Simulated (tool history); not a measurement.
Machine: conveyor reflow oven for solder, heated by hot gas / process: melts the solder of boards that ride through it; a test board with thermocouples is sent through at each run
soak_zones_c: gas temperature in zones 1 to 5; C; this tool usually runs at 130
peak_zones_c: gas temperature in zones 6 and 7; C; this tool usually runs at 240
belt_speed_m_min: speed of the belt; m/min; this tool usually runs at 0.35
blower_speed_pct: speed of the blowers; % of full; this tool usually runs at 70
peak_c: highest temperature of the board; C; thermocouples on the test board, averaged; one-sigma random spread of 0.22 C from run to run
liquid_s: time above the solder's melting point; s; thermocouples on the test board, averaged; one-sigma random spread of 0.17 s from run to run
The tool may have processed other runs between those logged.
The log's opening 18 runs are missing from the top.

run,hour,soak_zones_c,peak_zones_c,belt_speed_m_min,blower_speed_pct,hours of work since the flux was cleaned out,hours of work since the belt drive was overhauled,hours of work since the thermocouples were changed,peak_c,liquid_s
19,1241.3,130,232,0.37,70,102,832,476,216.4,70.4
20,1298.8,130,253,0.35,70,134,864,508,237.4,91.7
21,1352.6,130,253,0.35,70,164,894,539,237.4,92
22,1404.2,120,242,0.381,85,193,923,568,224.7,72.3
23,1470.2,120,242,0.381,85,230,960,605,224.7,71.9
24,1514.5,129,248,0.357,70,255,985,629,231.2,85.5
25,1562.7,129,248,0.357,70,282,1012,656,231.3,85.3
# hour 1608.4: flux residue cleaned out of gas plates and filters
26,1615.7,129,248,0.357,70,4,1039,683,231.6,86.5
27,1675.7,129,248,0.357,70,38,1072,717,232.2,86.6
# hour 1706.7: thermocouples of zones 6 and 7 changed
28,1716.1,129,248,0.357,70,59,1094,5,232,86.3
29,1758.7,129,250,0.348,64,83,1118,29,234,89.8
# hour 1775.8: belt drive overhauled, speed set with a stopwatch
30,1827.3,130,246,0.355,62,119,29,65,228.7,82.8

Consider 3 possible next runs. They are alternatives, not a sequence: every one starts from the tool as it was left by run 30. What does each give?
A,1884,142,246,0.387,57,151,61,97,?,?
B,1884,144,246,0.355,62,151,61,97,?,?
C,1884,130,240,0.332,70,151,61,97,?,?

run,peak_c,liquid_s
A,226.5,78.8
B,230,90.5
C,226.4,87.6
With the hidden condition removed and each run's random variation left untouched, the same runs would have given:
run,peak_c,liquid_s
A,227.6,79.7
B,231.1,91.2
C,227.5,88.6

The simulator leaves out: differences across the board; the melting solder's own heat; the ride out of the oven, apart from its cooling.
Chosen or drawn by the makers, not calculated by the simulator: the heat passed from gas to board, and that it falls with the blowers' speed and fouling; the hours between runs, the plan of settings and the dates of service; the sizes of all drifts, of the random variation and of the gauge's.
